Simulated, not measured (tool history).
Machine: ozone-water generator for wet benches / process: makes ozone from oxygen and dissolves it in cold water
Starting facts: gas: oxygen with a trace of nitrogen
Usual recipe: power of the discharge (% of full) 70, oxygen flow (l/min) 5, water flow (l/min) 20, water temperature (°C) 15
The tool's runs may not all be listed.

run    hour  power of the discharge (% of full)  oxygen flow (l/min)  water flow (l/min)  water temperature (°C)  dissolved ozone (ppm)  ozone in the gas ahead of the water (g/m3)
  1       0                                  70                    5                  20                      15                   17.3                                       175.5
  2    22.7                                  70                    5                  20                      15                   17.3                                       175.7
  3    65.4                                  70                 2.51                  20                      15                   14.8                                       234.1
  4    98.8                                  70                 2.51                  20                      15                   14.6                                         231
  5   134.7                                  70                 3.51                  20                      15                   15.8                                       202.9
  6   175.2                                  70                    5                  20                      15                   17.1                                       173.8
  7   219.2                                  70                    5                  20                      15                   17.4                                         175
  8   248.5                                  54                    5                  20                      15                   14.9                                       152.9
  9   285.2                                  54                    5                  20                      15                   14.8                                       152.4
 10   314.7                                  54                    5                  20                      15                   14.9                                       152.2
 11   358.7                                  54                    5                  20                      15                   14.7                                       151.6
 12   399.3                                  54                    5                  20                      15                   14.9                                       151.9
 13   439.5                                  54                    5                  20                      15                   14.6                                       151.4
 14   468.4                                  54                    5                  20                      15                   14.9                                       151.4
 15   505.1                                  70                    5                  20                      15                   16.9                                       172.8
 16   541.2                                  70                    5                  20                      15                   16.8                                       173.4
 17   567.4                                  70                    5                  20                      15                   17.1                                       171.8
 18   610.3                                  51                 4.42                  28                       8                   10.7                                       153.9
        617  -- contactor cleaned
 19   655.1                                  51                 4.42                  28                       8                   10.5                                       152.1
 20     681                                  51                 4.42                  16                       8                   18.4                                       153.2
 21   714.6                                  51                 4.42                  16                       8                   18.3                                       153.9
 22   751.3                                  79                 7.26                  27                      16                   14.1                                       156.7
 23   787.1                                  56                  4.9                  23                      11                   13.4                                       151.9
      800.8  -- contactor cleaned, once more
 24   810.7                                  56                 3.26                  23                      11                   12.9                                       181.3
 25   837.5                                  56                 3.26                  23                      11                   12.6                                         184
 26   865.5                                  56                 3.26                  23                      11                   12.7                                       182.2
 27   895.9                                  77                  3.7                  17                      21                   18.3                                       204.1
 28   918.8                                  77                  3.7                  17                      21                   18.1                                       201.9
 29   942.4                                  87                  3.7                  28                      21                   12.1                                       217.2
 30   977.7                                  70                 4.17                  12                      15                   25.3                                       184.1
      999.4  -- water thermometer calibrated
 31  1019.9                                  70                 5.39                  12                      21                   23.1                                       162.6
 32  1043.2                                  70                 5.39                  18                      21                   17.4                                       165.9
 33  1084.9                                  70                 5.39                  18                      21                   17.5                                       164.8

Consider 4 possible next runs. They are alternatives, not a sequence: every one starts from the tool as it was left by run 33. What does each give?
  A  1108.3                                  68                 5.39                  32                      21                      ?                                           ?
  B  1108.3                                  70                 5.39                  18                      21                      ?                                           ?
  C  1108.3                                  70                 2.77                  18                      21                      ?                                           ?
  D  1108.3                                  71                 5.39                  18                      11                      ?                                           ?

run  dissolved ozone (ppm)  ozone in the gas ahead of the water (g/m3)
  A                   10.5                                       162.2
  B                   17.4                                       162.9
  C                   15.8                                       214.3
  D                   20.6                                         165
Had the tool no hidden state, the same runs would have come out as:
run  dissolved ozone (ppm)  ozone in the gas ahead of the water (g/m3)
  A                   11.5                                       177.4
  B                   19.1                                       178.4
  C                   17.4                                       234.8
  D                   22.7                                       180.9
